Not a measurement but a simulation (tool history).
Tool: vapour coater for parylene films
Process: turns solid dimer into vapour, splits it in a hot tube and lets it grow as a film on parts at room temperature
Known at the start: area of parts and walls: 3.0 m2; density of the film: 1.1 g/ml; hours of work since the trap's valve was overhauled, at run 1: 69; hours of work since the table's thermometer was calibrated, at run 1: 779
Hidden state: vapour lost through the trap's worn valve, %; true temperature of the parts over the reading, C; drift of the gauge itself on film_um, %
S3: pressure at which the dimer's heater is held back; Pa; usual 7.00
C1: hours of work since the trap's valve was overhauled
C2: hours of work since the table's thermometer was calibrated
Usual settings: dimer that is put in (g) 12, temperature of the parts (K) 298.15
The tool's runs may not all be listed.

{"run": 1, "day": 0.0, "dimer that is put in (g)": 12, "temperature of the parts (K)": 298.15, "S3": 7.0, "C1": 69, "C2": 779, "thickness of the film (nm)": 2170}
{"run": 2, "day": 0.717, "dimer that is put in (g)": 12, "temperature of the parts (K)": 298.15, "S3": 11.96, "C1": 80, "C2": 790, "thickness of the film (nm)": 2040}
{"run": 3, "day": 1.471, "dimer that is put in (g)": 12, "temperature of the parts (K)": 298.15, "S3": 3.31, "C1": 92, "C2": 802, "thickness of the film (nm)": 2380}
{"run": 4, "day": 2.546, "dimer that is put in (g)": 12, "temperature of the parts (K)": 298.15, "S3": 3.31, "C1": 108, "C2": 819, "thickness of the film (nm)": 2400}
{"run": 5, "day": 3.717, "dimer that is put in (g)": 12, "temperature of the parts (K)": 298.15, "S3": 3.31, "C1": 126, "C2": 837, "thickness of the film (nm)": 2340}
{"run": 6, "day": 4.858, "dimer that is put in (g)": 12, "temperature of the parts (K)": 298.15, "S3": 3.31, "C1": 144, "C2": 855, "thickness of the film (nm)": 2330}
{"run": 7, "day": 5.958, "dimer that is put in (g)": 12, "temperature of the parts (K)": 298.15, "S3": 3.31, "C1": 161, "C2": 872, "thickness of the film (nm)": 2340}
{"run": 8, "day": 7.062, "dimer that is put in (g)": 12, "temperature of the parts (K)": 304.15, "S3": 7.0, "C1": 178, "C2": 889, "thickness of the film (nm)": 1630}
{"run": 9, "day": 8.025, "dimer that is put in (g)": 5, "temperature of the parts (K)": 304.15, "S3": 7.0, "C1": 193, "C2": 904, "thickness of the film (nm)": 680}
{"run": 10, "day": 8.95, "dimer that is put in (g)": 12, "temperature of the parts (K)": 301.15, "S3": 7.0, "C1": 208, "C2": 918, "thickness of the film (nm)": 1860}
{"run": 11, "day": 9.779, "dimer that is put in (g)": 12, "temperature of the parts (K)": 301.15, "S3": 7.0, "C1": 221, "C2": 931, "thickness of the film (nm)": 1850}
{"run": 12, "day": 10.567, "dimer that is put in (g)": 12, "temperature of the parts (K)": 301.15, "S3": 7.0, "C1": 233, "C2": 943, "thickness of the film (nm)": 1900}
{"day": 10.712, "done": "table's thermometer calibrated"}
{"run": 13, "day": 11.254, "dimer that is put in (g)": 12, "temperature of the parts (K)": 301.15, "S3": 7.0, "C1": 243, "C2": 8, "thickness of the film (nm)": 1850}
{"run": 14, "day": 12.162, "dimer that is put in (g)": 8, "temperature of the parts (K)": 298.15, "S3": 7.0, "C1": 257, "C2": 23, "thickness of the film (nm)": 1340}
{"run": 15, "day": 13.008, "dimer that is put in (g)": 12, "temperature of the parts (K)": 298.15, "S3": 7.0, "C1": 270, "C2": 36, "thickness of the film (nm)": 2090}
{"run": 16, "day": 13.583, "dimer that is put in (g)": 12, "temperature of the parts (K)": 298.15, "S3": 7.0, "C1": 279, "C2": 45, "thickness of the film (nm)": 2080}
{"run": 17, "day": 14.825, "dimer that is put in (g)": 12, "temperature of the parts (K)": 300.15, "S3": 7.0, "C1": 298, "C2": 64, "thickness of the film (nm)": 1860}
{"day": 15.321, "done": "table's thermometer calibrated, once more"}
{"run": 18, "day": 15.471, "dimer that is put in (g)": 12, "temperature of the parts (K)": 300.15, "S3": 7.0, "C1": 308, "C2": 2, "thickness of the film (nm)": 1830}
{"run": 19, "day": 16.733, "dimer that is put in (g)": 12, "temperature of the parts (K)": 292.15, "S3": 7.0, "C1": 327, "C2": 22, "thickness of the film (nm)": 2550}
{"run": 20, "day": 17.342, "dimer that is put in (g)": 12, "temperature of the parts (K)": 292.15, "S3": 7.0, "C1": 337, "C2": 31, "thickness of the film (nm)": 2500}
{"run": 21, "day": 18.246, "dimer that is put in (g)": 12, "temperature of the parts (K)": 292.15, "S3": 7.0, "C1": 351, "C2": 45, "thickness of the film (nm)": 2460}
{"run": 22, "day": 19.5, "dimer that is put in (g)": 12, "temperature of the parts (K)": 292.15, "S3": 7.0, "C1": 370, "C2": 65, "thickness of the film (nm)": 2420}
{"run": 23, "day": 20.65, "dimer that is put in (g)": 12, "temperature of the parts (K)": 298.15, "S3": 7.67, "C1": 388, "C2": 83, "thickness of the film (nm)": 1860}
{"run": 24, "day": 21.512, "dimer that is put in (g)": 5, "temperature of the parts (K)": 298.15, "S3": 7.49, "C1": 401, "C2": 96, "thickness of the film (nm)": 770}
{"day": 21.9, "done": "trap's valve overhauled"}
{"run": 25, "day": 22.433, "dimer that is put in (g)": 12, "temperature of the parts (K)": 309.15, "S3": 10.32, "C1": 8, "C2": 108, "thickness of the film (nm)": 1340}
{"run": 26, "day": 23.029, "dimer that is put in (g)": 8, "temperature of the parts (K)": 296.15, "S3": 10.32, "C1": 18, "C2": 117, "thickness of the film (nm)": 1480}
{"run": 27, "day": 23.838, "dimer that is put in (g)": 12, "temperature of the parts (K)": 298.15, "S3": 10.37, "C1": 30, "C2": 129, "thickness of the film (nm)": 2080}
{"run": 28, "day": 24.471, "dimer that is put in (g)": 12, "temperature of the parts (K)": 290.15, "S3": 2.07, "C1": 40, "C2": 139, "thickness of the film (nm)": 3440}
{"run": 29, "day": 25.404, "dimer that is put in (g)": 12, "temperature of the parts (K)": 307.15, "S3": 7.96, "C1": 54, "C2": 154, "thickness of the film (nm)": 1460}
{"run": 30, "day": 26.133, "dimer that is put in (g)": 5, "temperature of the parts (K)": 292.15, "S3": 7.96, "C1": 66, "C2": 165, "thickness of the film (nm)": 1130}
{"run": 31, "day": 27.1, "dimer that is put in (g)": 11, "temperature of the parts (K)": 294.15, "S3": 3.09, "C1": 81, "C2": 180, "thickness of the film (nm)": 2570}
{"run": 32, "day": 28.254, "dimer that is put in (g)": 11, "temperature of the parts (K)": 294.15, "S3": 3.09, "C1": 99, "C2": 198, "thickness of the film (nm)": 2550}
{"run": 33, "day": 29.604, "dimer that is put in (g)": 11, "temperature of the parts (K)": 294.15, "S3": 3.09, "C1": 120, "C2": 219, "thickness of the film (nm)": 2520}
{"run": 34, "day": 30.262, "dimer that is put in (g)": 10, "temperature of the parts (K)": 298.15, "S3": 7.0, "C1": 130, "C2": 229, "thickness of the film (nm)": 1750}
{"run": 35, "day": 31.6, "dimer that is put in (g)": 10, "temperature of the parts (K)": 298.15, "S3": 7.0, "C1": 150, "C2": 250, "thickness of the film (nm)": 1740}
{"run": 36, "day": 32.8, "dimer that is put in (g)": 16, "temperature of the parts (K)": 303.15, "S3": 3.63, "C1": 169, "C2": 269, "thickness of the film (nm)": 2480}
{"run": 37, "day": 33.767, "dimer that is put in (g)": 7, "temperature of the parts (K)": 294.15, "S3": 10.79, "C1": 184, "C2": 284, "thickness of the film (nm)": 1320}
{"run": 38, "day": 34.579, "dimer that is put in (g)": 8, "temperature of the parts (K)": 292.15, "S3": 6.97, "C1": 197, "C2": 296, "thickness of the film (nm)": 1770}
{"run": 39, "day": 35.458, "dimer that is put in (g)": 14, "temperature of the parts (K)": 292.15, "S3": 2.09, "C1": 210, "C2": 310, "thickness of the film (nm)": 3580}
{"run": 40, "day": 36.396, "dimer that is put in (g)": 12, "temperature of the parts (K)": 298.15, "S3": 2.84, "C1": 225, "C2": 324, "thickness of the film (nm)": 2300}
{"run": 41, "day": 37.079, "dimer that is put in (g)": 9, "temperature of the parts (K)": 299.15, "S3": 9.14, "C1": 235, "C2": 335, "thickness of the film (nm)": 1430}
{"run": 42, "day": 38.1, "dimer that is put in (g)": 9, "temperature of the parts (K)": 303.15, "S3": 6.36, "C1": 251, "C2": 351, "thickness of the film (nm)": 1260}
{"run": 43, "day": 39.142, "dimer that is put in (g)": 11, "temperature of the parts (K)": 303.15, "S3": 6.9, "C1": 268, "C2": 367, "thickness of the film (nm)": 1510}
{"run": 44, "day": 39.983, "dimer that is put in (g)": 8, "temperature of the parts (K)": 303.15, "S3": 6.9, "C1": 281, "C2": 380, "thickness of the film (nm)": 1120}
{"run": 45, "day": 41.183, "dimer that is put in (g)": 8, "temperature of the parts (K)": 303.15, "S3": 6.9, "C1": 299, "C2": 399, "thickness of the film (nm)": 1090}
{"run": 46, "day": 42.488, "dimer that is put in (g)": 8, "temperature of the parts (K)": 303.15, "S3": 6.9, "C1": 319, "C2": 419, "thickness of the film (nm)": 1040}

Forecast each of these 3 alternatives for the next run:
{"run": "A", "day": 43.421, "dimer that is put in (g)": 8, "temperature of the parts (K)": 299.15, "S3": 6.9, "C1": 334, "C2": 433, "thickness of the film (nm)": "?"}
{"run": "B", "day": 43.421, "dimer that is put in (g)": 15, "temperature of the parts (K)": 291.15, "S3": 6.65, "C1": 334, "C2": 433, "thickness of the film (nm)": "?"}
{"run": "C", "day": 43.421, "dimer that is put in (g)": 8, "temperature of the parts (K)": 302.15, "S3": 5.13, "C1": 334, "C2": 433, "thickness of the film (nm)": "?"}

run=A thickness_of_the_film_(nm)=1290
run=B thickness_of_the_film_(nm)=3290
run=C thickness_of_the_film_(nm)=1120
Without the tool's hidden state the same runs would have given:
run=A thickness_of_the_film_(nm)=1450
run=B thickness_of_the_film_(nm)=3710
run=C thickness_of_the_film_(nm)=1270
